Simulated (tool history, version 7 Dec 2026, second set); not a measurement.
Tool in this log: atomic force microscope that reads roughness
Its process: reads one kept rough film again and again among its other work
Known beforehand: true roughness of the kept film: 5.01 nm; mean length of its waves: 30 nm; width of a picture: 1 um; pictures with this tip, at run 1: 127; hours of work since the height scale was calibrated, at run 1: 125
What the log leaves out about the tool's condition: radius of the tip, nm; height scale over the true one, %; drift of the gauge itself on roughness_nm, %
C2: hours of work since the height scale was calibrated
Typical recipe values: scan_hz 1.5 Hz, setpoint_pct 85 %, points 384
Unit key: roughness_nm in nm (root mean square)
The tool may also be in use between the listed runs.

run 1 hour=0 | scan_hz=1.5 setpoint_pct=85 points=384 | pictures_with_this_tip=127 C2=125 | roughness_nm=3.402
run 2 hour=6.7 | scan_hz=1.5 setpoint_pct=85 points=384 | pictures_with_this_tip=135 C2=129 | roughness_nm=3.406
run 3 hour=14 | scan_hz=1.5 setpoint_pct=85 points=384 | pictures_with_this_tip=144 C2=134 | roughness_nm=3.323
run 4 hour=23.6 | scan_hz=1.5 setpoint_pct=85 points=384 | pictures_with_this_tip=155 C2=140 | roughness_nm=3.31
run 5 hour=32.3 | scan_hz=1.5 setpoint_pct=85 points=384 | pictures_with_this_tip=166 C2=146 | roughness_nm=3.274
-- hour=40.8 new tip fitted
run 6 hour=40.8 | scan_hz=1.5 setpoint_pct=85 points=384 | pictures_with_this_tip=0 C2=151 | roughness_nm=4.063
run 7 hour=45.9 | scan_hz=0.77 setpoint_pct=58 points=528 | pictures_with_this_tip=6 C2=155 | roughness_nm=4.406
run 8 hour=55.4 | scan_hz=0.71 setpoint_pct=85 points=316 | pictures_with_this_tip=17 C2=161 | roughness_nm=4.145
-- hour=57.1 height scale calibrated on a step standard
run 9 hour=60.9 | scan_hz=0.89 setpoint_pct=85 points=951 | pictures_with_this_tip=23 C2=3 | roughness_nm=4.103
run 10 hour=67 | scan_hz=0.89 setpoint_pct=85 points=951 | pictures_with_this_tip=30 C2=7 | roughness_nm=4.046
-- hour=73.9 height scale calibrated on a step standard, once more
run 11 hour=77.4 | scan_hz=0.89 setpoint_pct=85 points=951 | pictures_with_this_tip=41 C2=2 | roughness_nm=4.002
run 12 hour=87.9 | scan_hz=1.4 setpoint_pct=88 points=951 | pictures_with_this_tip=54 C2=9 | roughness_nm=3.74

Some steps in roughness_nm between neighbouring runs. How much of each would the tool show without its hidden state too (settings, what came in, random variation), and how much is left for the hidden state, with any gauge scatter that isn't in both results?
Run 5 -> 6: new tip fitted. roughness_nm +0.789 nm (root mean square): hidden state +0.803, all else -0.014.

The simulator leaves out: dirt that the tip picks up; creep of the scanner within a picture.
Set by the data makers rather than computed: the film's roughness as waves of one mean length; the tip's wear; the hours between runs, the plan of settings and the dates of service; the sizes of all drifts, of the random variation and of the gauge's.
